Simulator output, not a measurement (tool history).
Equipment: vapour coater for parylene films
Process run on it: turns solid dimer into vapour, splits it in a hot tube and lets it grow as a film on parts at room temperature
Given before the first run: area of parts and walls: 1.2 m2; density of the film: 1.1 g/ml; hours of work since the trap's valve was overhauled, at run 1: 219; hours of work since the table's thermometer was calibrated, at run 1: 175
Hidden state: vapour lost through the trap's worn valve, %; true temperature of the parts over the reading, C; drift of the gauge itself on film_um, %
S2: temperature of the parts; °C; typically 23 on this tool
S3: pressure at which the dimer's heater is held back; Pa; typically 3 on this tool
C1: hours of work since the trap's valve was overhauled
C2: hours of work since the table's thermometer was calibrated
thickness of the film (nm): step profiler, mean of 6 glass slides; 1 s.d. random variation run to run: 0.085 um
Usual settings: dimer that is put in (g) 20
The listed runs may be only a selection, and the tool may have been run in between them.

Run 1, hour 0: usual settings; C1 219; C2 175. Result: thickness of the film (nm) 10250.
Run 2, hour 18.3: usual settings; C1 234; C2 190. Result: thickness of the film (nm) 10130.
Run 3, hour 32.9: usual settings but S3 7.28 Pa; C1 246; C2 202. Result: thickness of the film (nm) 8320.
Run 4, hour 50.5: usual settings but S3 7.28 Pa; C1 260; C2 216. Result: thickness of the film (nm) 8260.
Run 5, hour 62.1: usual settings but S3 7.28 Pa; C1 270; C2 226. Result: thickness of the film (nm) 8150.
Run 6, hour 74.4: usual settings; C1 280; C2 236. Result: thickness of the film (nm) 10160.
Run 7, hour 85.5: usual settings; C1 289; C2 245. Result: thickness of the film (nm) 10200.
Run 8, hour 100.3: usual settings; C1 301; C2 257. Result: thickness of the film (nm) 10280.
Run 9, hour 118.7: usual settings; C1 316; C2 272. Result: thickness of the film (nm) 10350.
Run 10, hour 137: usual settings but S3 5.46 Pa; C1 331; C2 287. Result: thickness of the film (nm) 8830.
Run 11, hour 150.4: usual settings but S3 5.46 Pa; C1 342; C2 298. Result: thickness of the film (nm) 9010.
Run 12, hour 165.9: usual settings but dimer that is put in (g) 17; C1 354; C2 311. Result: thickness of the film (nm) 8650.
Run 13, hour 174.8: usual settings but dimer that is put in (g) 17; C1 362; C2 318. Result: thickness of the film (nm) 8790.
Run 14, hour 184.8: usual settings but dimer that is put in (g) 17; C1 370; C2 326. Result: thickness of the film (nm) 8830.
Run 15, hour 202.9: usual settings but S3 2.65 Pa; C1 385; C2 341. Result: thickness of the film (nm) 10420.
Run 16, hour 213.6: usual settings but S2 19 °C; C1 393; C2 349. Result: thickness of the film (nm) 12790.
Run 17, hour 229: usual settings but S2 22 °C; C1 406; C2 362. Result: thickness of the film (nm) 10810.
Run 18, hour 247.3: usual settings but S2 22 °C; C1 421; C2 377. Result: thickness of the film (nm) 10680.
Run 19, hour 255.8: usual settings but S2 34 °C; C1 428; C2 384. Result: thickness of the film (nm) 5860.
Run 20, hour 274.7: usual settings but S2 34 °C; C1 443; C2 399. Result: thickness of the film (nm) 5860.
Run 21, hour 288.9: usual settings but S2 34 °C; C1 455; C2 411. Result: thickness of the film (nm) 6010.
Run 22, hour 301.5: usual settings but S2 34 °C; C1 465; C2 421. Result: thickness of the film (nm) 5840.
Run 23, hour 310.6: usual settings; C1 473; C2 429. Result: thickness of the film (nm) 10080.
Run 24, hour 320.1: usual settings; C1 480; C2 437. Result: thickness of the film (nm) 10260.
Run 25, hour 339.3: usual settings but S2 17 °C, S3 3.73 Pa; C1 496; C2 452. Result: thickness of the film (nm) 13010.
Run 26, hour 351.5: usual settings but S2 17 °C, S3 2.63 Pa; C1 506; C2 462. Result: thickness of the film (nm) 14020.
At hour 360.3: trap's valve overhauled.
Run 27, hour 368.6: usual settings but dimer that is put in (g) 17, S2 17 °C, S3 3.32 Pa; C1 7; C2 473. Result: thickness of the film (nm) 11620.
Run 28, hour 383.3: usual settings but dimer that is put in (g) 24, S2 17 °C, S3 2.77 Pa; C1 19; C2 485. Result: thickness of the film (nm) 16760.
Run 29, hour 402.8: usual settings but dimer that is put in (g) 24, S2 17 °C, S3 2.77 Pa; C1 35; C2 501. Result: thickness of the film (nm) 16980.
Run 30, hour 416.1: usual settings but S2 22 °C, S3 5.37 Pa; C1 46; C2 512. Result: thickness of the film (nm) 9420.
Run 31, hour 431.4: usual settings but S2 22 °C, S3 10.71 Pa; C1 58; C2 524. Result: thickness of the film (nm) 7880.
Run 32, hour 451.4: usual settings but S2 22 °C, S3 10.71 Pa; C1 74; C2 541. Result: thickness of the film (nm) 8000.
Run 33, hour 464.8: usual settings but dimer that is put in (g) 10; C1 85; C2 551. Result: thickness of the film (nm) 5140.
Run 34, hour 473.3: usual settings but dimer that is put in (g) 30, S2 26 °C, S3 4.62 Pa; C1 92; C2 558. Result: thickness of the film (nm) 11850.
Run 35, hour 488.1: usual settings but dimer that is put in (g) 21, S2 31 °C, S3 11.09 Pa; C1 104; C2 571. Result: thickness of the film (nm) 5220.
Run 36, hour 500.4: usual settings but dimer that is put in (g) 17, S2 26 °C, S3 8.31 Pa; C1 114; C2 581. Result: thickness of the film (nm) 5880.
Run 37, hour 516.8: usual settings but dimer that is put in (g) 12, S2 15 °C, S3 3.52 Pa; C1 128; C2 594. Result: thickness of the film (nm) 8940.
Run 38, hour 533.1: usual settings but dimer that is put in (g) 9, S2 15 °C, S3 3.52 Pa; C1 141; C2 607. Result: thickness of the film (nm) 6710.
Run 39, hour 552.6: usual settings but dimer that is put in (g) 11, S2 26 °C, S3 3.39 Pa; C1 157; C2 623. Result: thickness of the film (nm) 4740.
Run 40, hour 566.9: usual settings but dimer that is put in (g) 9, S2 16 °C, S3 3.39 Pa; C1 169; C2 635. Result: thickness of the film (nm) 6340.
Run 41, hour 582.4: usual settings but dimer that is put in (g) 10, S2 16 °C, S3 3.39 Pa; C1 182; C2 648. Result: thickness of the film (nm) 7130.
Run 42, hour 590.5: usual settings but dimer that is put in (g) 30, S2 26 °C, S3 3.39 Pa; C1 188; C2 654. Result: thickness of the film (nm) 12800.
Run 43, hour 606.5: usual settings but S2 21 °C, S3 11.17 Pa; C1 201; C2 667. Result: thickness of the film (nm) 8200.
Run 44, hour 625.9: usual settings but S2 21 °C, S3 11.17 Pa; C1 217; C2 683. Result: thickness of the film (nm) 8390.
Run 45, hour 641.1: usual settings but S2 21 °C, S3 11.17 Pa; C1 229; C2 696. Result: thickness of the film (nm) 8290.
Run 46, hour 649.8: usual settings but S2 34 °C, S3 2.41 Pa; C1 237; C2 703. Result: thickness of the film (nm) 6360.
Run 47, hour 659.2: usual settings but dimer that is put in (g) 29, S2 25 °C, S3 9.97 Pa; C1 244; C2 710. Result: thickness of the film (nm) 10040.

Same runs, no hidden state in the tool, same run-to-run variation:
run  thickness of the film (nm)
  1                       10280
  2                       10160
  3                        8340
  4                        8290
  5                        8180
  6                       10200
  7                       10240
  8                       10320
  9                       10390
 10                        8870
 11                        9050
 12                        8690
 13                        8830
 14                        8870
 15                       10470
 16                       12850
 17                       10860
 18                       10740
 19                        5890
 20                        5890
 21                        6040
 22                        5880
 23                       10140
 24                       10320
 25                       13100
 26                       14110
 27                       11620
 28                       16770
 29                       17000
 30                        9440
 31                        7890
 32                        8010
 33                        5150
 34                       11870
 35                        5230
 36                        5890
 37                        8960
 38                        6720
 39                        4750
 40                        6360
 41                        7150
 42                       12840
 43                        8220
 44                        8420
 45                        8310
 46                        6390
 47                       10070

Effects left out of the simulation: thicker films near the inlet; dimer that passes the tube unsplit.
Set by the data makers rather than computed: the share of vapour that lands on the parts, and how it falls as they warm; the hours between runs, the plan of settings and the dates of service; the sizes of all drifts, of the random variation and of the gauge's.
